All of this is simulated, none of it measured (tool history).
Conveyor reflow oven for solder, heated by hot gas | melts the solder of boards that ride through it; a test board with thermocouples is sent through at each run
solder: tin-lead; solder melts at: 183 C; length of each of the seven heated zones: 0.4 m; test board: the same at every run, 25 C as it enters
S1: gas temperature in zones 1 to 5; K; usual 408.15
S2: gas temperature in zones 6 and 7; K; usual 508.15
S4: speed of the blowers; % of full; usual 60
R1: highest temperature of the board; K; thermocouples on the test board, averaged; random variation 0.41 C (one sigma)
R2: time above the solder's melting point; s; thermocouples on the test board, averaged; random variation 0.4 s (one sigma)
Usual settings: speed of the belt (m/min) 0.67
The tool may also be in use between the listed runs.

run 1 day=0 | S1=408.15 S2=508.15 speed_of_the_belt_(m/min)=0.67 S4=60 | R1=483.55 R2=45.6
run 2 day=0.508 | S1=408.15 S2=508.15 speed_of_the_belt_(m/min)=0.67 S4=60 | R1=482.85 R2=45.7
run 3 day=1.271 | S1=408.15 S2=518.15 speed_of_the_belt_(m/min)=0.67 S4=60 | R1=491.75 R2=51.6
run 4 day=2.229 | S1=408.15 S2=517.15 speed_of_the_belt_(m/min)=0.67 S4=60 | R1=490.05 R2=51.8
run 5 day=2.883 | S1=408.15 S2=517.15 speed_of_the_belt_(m/min)=0.67 S4=60 | R1=490.75 R2=50.8
run 6 day=3.783 | S1=408.15 S2=500.15 speed_of_the_belt_(m/min)=0.67 S4=60 | R1=476.95 R2=38.1
run 7 day=4.396 | S1=408.15 S2=500.15 speed_of_the_belt_(m/min)=0.67 S4=60 | R1=476.85 R2=37.7
run 8 day=5.2 | S1=408.15 S2=508.15 speed_of_the_belt_(m/min)=0.67 S4=76 | R1=486.65 R2=48.9
run 9 day=6.129 | S1=408.15 S2=508.15 speed_of_the_belt_(m/min)=0.67 S4=60 | R1=482.65 R2=44.3
run 10 day=6.692 | S1=408.15 S2=508.15 speed_of_the_belt_(m/min)=0.609 S4=60 | R1=485.75 R2=53.3
run 11 day=7.121 | S1=408.15 S2=508.15 speed_of_the_belt_(m/min)=0.609 S4=60 | R1=485.95 R2=53.1
run 12 day=8.029 | S1=405.15 S2=506.15 speed_of_the_belt_(m/min)=0.67 S4=60 | R1=480.35 R2=41.5
run 13 day=8.833 | S1=397.15 S2=514.15 speed_of_the_belt_(m/min)=0.67 S4=60 | R1=484.25 R2=42.9

Run 14 comes next. What will it give?
run 14 day=9.721 | S1=408.15 S2=508.15 speed_of_the_belt_(m/min)=0.604 S4=60 | R1=? R2=?

Run 14 gave R1 486.15 K, R2 53.8 s.
Without the tool's hidden state the same run would have given R1 488.65 K, R2 56.5 s.
